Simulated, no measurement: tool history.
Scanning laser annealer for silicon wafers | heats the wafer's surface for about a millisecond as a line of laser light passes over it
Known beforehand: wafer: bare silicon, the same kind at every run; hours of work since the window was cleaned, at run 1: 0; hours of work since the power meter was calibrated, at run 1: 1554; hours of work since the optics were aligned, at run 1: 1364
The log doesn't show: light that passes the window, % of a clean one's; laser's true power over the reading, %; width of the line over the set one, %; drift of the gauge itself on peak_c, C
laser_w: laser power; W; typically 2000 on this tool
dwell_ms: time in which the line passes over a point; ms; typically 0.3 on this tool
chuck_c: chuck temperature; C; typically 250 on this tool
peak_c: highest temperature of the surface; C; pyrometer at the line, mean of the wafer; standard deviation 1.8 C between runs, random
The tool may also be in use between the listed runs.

run,hour,laser_w,dwell_ms,chuck_c,hours of work since the window was cleaned,hours of work since the power meter was calibrated,hours of work since the optics were aligned,peak_c
1,0,2000,0.3,250,0,1554,1364,984
# hour 35.6: optics aligned, line set to its width
2,44.8,2000,0.219,250,29,1583,7,853
3,70.4,2000,0.219,250,47,1602,25,849
4,102,2000,0.3,286,70,1624,48,1006
5,155.2,2000,0.3,260,108,1663,86,978
# hour 182.5: optics aligned, line set to its width, once more
6,186.2,2000,0.3,260,127,1681,3,986
7,245.3,1771,0.3,260,170,1724,45,885
8,273.6,1771,0.3,260,190,1745,66,885
9,299.1,1771,0.3,260,208,1763,84,884
10,348.2,2000,0.3,283,244,1798,120,989
11,380.6,2000,0.3,227,267,1822,143,935
12,437.1,2000,0.3,227,308,1862,184,928
13,471.9,2000,0.3,250,333,1887,209,950
14,496.1,2000,0.3,250,350,1905,226,950
15,551.6,2000,0.3,250,390,1945,266,940
16,584.1,2000,0.3,250,414,1968,290,944
# hour 591.5: window over the wafer cleaned
17,637.4,1819,0.348,250,33,2005,327,969
18,676.1,2000,0.3,280,61,2033,354,1006
19,735.3,2000,0.3,280,104,2076,397,1000

Predict the results of run 20:
20,767.9,1972,0.375,215,127,2099,421,?

Run 20 yielded peak_c 1025 C.
With the hidden condition absent and the run-to-run variation left alone, this run would have shown peak_c 1045 C.
